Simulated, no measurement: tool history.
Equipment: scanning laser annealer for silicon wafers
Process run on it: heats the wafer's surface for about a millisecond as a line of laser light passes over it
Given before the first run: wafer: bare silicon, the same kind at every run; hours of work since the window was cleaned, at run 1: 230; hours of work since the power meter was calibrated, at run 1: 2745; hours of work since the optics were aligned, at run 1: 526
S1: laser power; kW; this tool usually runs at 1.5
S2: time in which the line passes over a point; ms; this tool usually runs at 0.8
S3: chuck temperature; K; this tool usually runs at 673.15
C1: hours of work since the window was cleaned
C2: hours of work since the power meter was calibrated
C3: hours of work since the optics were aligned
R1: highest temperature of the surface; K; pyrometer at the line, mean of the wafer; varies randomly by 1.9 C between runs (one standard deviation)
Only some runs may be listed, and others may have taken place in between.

run,hour,S1,S2,S3,C1,C2,C3,R1
1,0,1.5,0.8,673.15,230,2745,526,1366.15
2,42.4,1.5,0.8,673.15,262,2778,559,1366.15
3,84.4,1.5,0.967,673.15,295,2810,591,1433.15
4,163.8,1.5,0.967,673.15,356,2871,652,1430.15
# hour 243.2: optics aligned, line set to its width
5,257.4,1.5,0.967,673.15,424,2939,11,1428.15
# hour 293.8: window over the wafer cleaned
6,317.5,1.5,0.967,673.15,18,2984,56,1455.15
7,393.7,1.411,0.967,673.15,77,3042,114,1400.15
8,449.2,1.501,0.652,674.15,119,3085,157,1303.15
# hour 459.6: laser's power meter calibrated
9,544.6,1.505,0.859,712.15,190,65,228,1434.15
10,631.1,1.375,0.822,712.15,257,132,294,1347.15
11,693.2,1.298,0.979,702.15,304,179,342,1356.15
# hour 700.6: laser's power meter calibrated, once more
12,760.4,1.396,0.979,671.15,354,46,391,1389.15

Here are 3 independent what-if runs from the current tool condition. What would each one return?
A,841.5,1.306,0.996,671.15,416,108,453,?
B,841.5,1.339,0.916,688.15,416,108,453,?
C,841.5,1.492,0.8,673.15,416,108,453,?

run,R1
A,1340.15
B,1343.15
C,1361.15
With no hidden state in the tool, these same runs would have given:
run,R1
A,1372.15
B,1374.15
C,1394.15

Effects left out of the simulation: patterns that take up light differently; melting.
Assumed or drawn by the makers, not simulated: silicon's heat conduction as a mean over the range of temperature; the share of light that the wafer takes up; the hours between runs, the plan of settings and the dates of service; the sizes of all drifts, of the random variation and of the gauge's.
